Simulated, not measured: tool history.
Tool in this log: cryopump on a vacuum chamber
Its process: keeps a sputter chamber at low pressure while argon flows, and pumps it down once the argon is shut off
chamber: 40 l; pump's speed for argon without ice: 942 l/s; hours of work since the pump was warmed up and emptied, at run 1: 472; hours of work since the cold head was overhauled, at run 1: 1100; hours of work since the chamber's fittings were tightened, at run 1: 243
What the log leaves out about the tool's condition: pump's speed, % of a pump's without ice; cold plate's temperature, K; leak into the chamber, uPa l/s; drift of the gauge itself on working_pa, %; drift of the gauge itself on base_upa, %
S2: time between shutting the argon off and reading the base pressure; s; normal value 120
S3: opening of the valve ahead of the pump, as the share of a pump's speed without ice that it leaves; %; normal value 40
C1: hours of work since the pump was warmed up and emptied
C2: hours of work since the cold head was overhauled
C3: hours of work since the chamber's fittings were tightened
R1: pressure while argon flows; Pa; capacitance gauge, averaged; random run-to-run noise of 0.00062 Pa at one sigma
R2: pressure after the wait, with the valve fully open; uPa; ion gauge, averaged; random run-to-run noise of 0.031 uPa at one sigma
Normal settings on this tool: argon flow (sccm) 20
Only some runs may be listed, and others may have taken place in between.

{"run": 1, "day": 0.0, "argon flow (sccm)": 20, "S2": 120, "S3": 40, "C1": 472, "C2": 1100, "C3": 243, "R1": 0.1029, "R2": 1.9}
{"run": 2, "day": 2.308, "argon flow (sccm)": 22, "S2": 120, "S3": 40, "C1": 513, "C2": 1140, "C3": 284, "R1": 0.1147, "R2": 1.96}
{"run": 3, "day": 3.583, "argon flow (sccm)": 13, "S2": 120, "S3": 40, "C1": 535, "C2": 1163, "C3": 306, "R1": 0.0688, "R2": 1.97}
{"day": 5.192, "done": "pump warmed up, emptied and cooled again"}
{"run": 4, "day": 5.579, "argon flow (sccm)": 13, "S2": 120, "S3": 40, "C1": 7, "C2": 1194, "C3": 337, "R1": 0.0593, "R2": 1.8}
{"run": 5, "day": 7.179, "argon flow (sccm)": 20, "S2": 105, "S3": 40, "C1": 35, "C2": 1222, "C3": 365, "R1": 0.0894, "R2": 2.02}
{"run": 6, "day": 8.162, "argon flow (sccm)": 29, "S2": 21, "S3": 34, "C1": 52, "C2": 1239, "C3": 382, "R1": 0.1548, "R2": 8.06}
{"run": 7, "day": 9.362, "argon flow (sccm)": 8, "S2": 244, "S3": 40, "C1": 73, "C2": 1260, "C3": 403, "R1": 0.0367, "R2": 1.16}
{"run": 8, "day": 10.425, "argon flow (sccm)": 19, "S2": 132, "S3": 52, "C1": 91, "C2": 1278, "C3": 422, "R1": 0.068, "R2": 1.72}
{"run": 9, "day": 12.183, "argon flow (sccm)": 19, "S2": 132, "S3": 52, "C1": 122, "C2": 1309, "C3": 452, "R1": 0.0686, "R2": 1.68}
{"run": 10, "day": 13.433, "argon flow (sccm)": 19, "S2": 132, "S3": 52, "C1": 144, "C2": 1331, "C3": 474, "R1": 0.0694, "R2": 1.8}

How the hidden state differs across the entries between the runs, from the last listed run before each to the first after it:
From run 3 to run 4: pump warmed up, emptied and cooled again (day 5.192)
  pump's speed, % of a pump's without ice: 69.8 -> 99.5; cold plate's temperature, K: 12.72 -> 12.74; leak into the chamber, uPa l/s: 426 -> 438
  what was measured, less what the result would be without the hidden state, R1: +0.0106 -> +0.0005 Pa; R2: +0.34 -> +0.16 uPa

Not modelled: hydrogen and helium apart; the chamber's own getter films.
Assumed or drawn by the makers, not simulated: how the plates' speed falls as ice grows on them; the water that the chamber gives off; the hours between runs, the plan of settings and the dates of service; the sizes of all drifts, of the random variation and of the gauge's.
